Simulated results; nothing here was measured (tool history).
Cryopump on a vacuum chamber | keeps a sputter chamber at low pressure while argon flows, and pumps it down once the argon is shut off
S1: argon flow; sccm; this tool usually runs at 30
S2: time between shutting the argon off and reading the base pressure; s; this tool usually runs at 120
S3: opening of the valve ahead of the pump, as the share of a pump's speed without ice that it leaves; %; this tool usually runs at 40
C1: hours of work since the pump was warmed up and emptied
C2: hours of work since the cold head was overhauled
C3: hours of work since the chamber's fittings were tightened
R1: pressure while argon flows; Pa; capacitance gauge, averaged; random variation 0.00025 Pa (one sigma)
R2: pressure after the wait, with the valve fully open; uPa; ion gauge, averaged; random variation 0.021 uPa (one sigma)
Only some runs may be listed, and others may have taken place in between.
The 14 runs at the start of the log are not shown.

run,hour,S1,S2,S3,C1,C2,C3,R1,R2
15,231.7,30,120,40,260,260,2121,0.0514,1.03
16,246.7,30,120,40,271,271,2132,0.0515,1.05
17,255.9,30,120,40,277,277,2139,0.0515,1.08
18,267.3,13,90,26,285,285,2147,0.0343,1.18
19,280.3,30,37,17,294,294,2156,0.1204,1.9
20,293.6,25,120,18,304,304,2165,0.0953,1.06
21,308.4,25,42,35,314,314,2176,0.0491,1.76
22,328.4,13,87,17,329,329,2190,0.0521,1.23
23,344.8,45,93,32,340,340,2202,0.0973,1.16
24,365.9,54,120,26,355,355,2217,0.1427,1.1
25,383.6,54,120,26,368,368,2230,0.1431,1.06
26,398.1,30,122,40,378,378,2240,0.0522,1.09
27,414.1,30,20,40,390,390,2251,0.0523,2.94
28,427.9,17,283,50,400,400,2261,0.024,0.83
29,446,28,43,15,412,412,2274,0.1281,1.81
30,465.1,60,43,24,426,426,2288,0.1724,1.78
31,478.5,60,43,24,436,436,2297,0.1722,1.78
32,494.1,26,26,23,447,447,2308,0.0781,2.47

Run 33, settings as shown, results not yet in. Your forecast:
33,509.1,30,38,24,457,457,2319,?,?

For run 33 the tool returned R1 0.0868 Pa, R2 1.94 uPa.
Had the tool carried no hidden state, the very same run would have given R1 0.0855 Pa, R2 1.31 uPa.
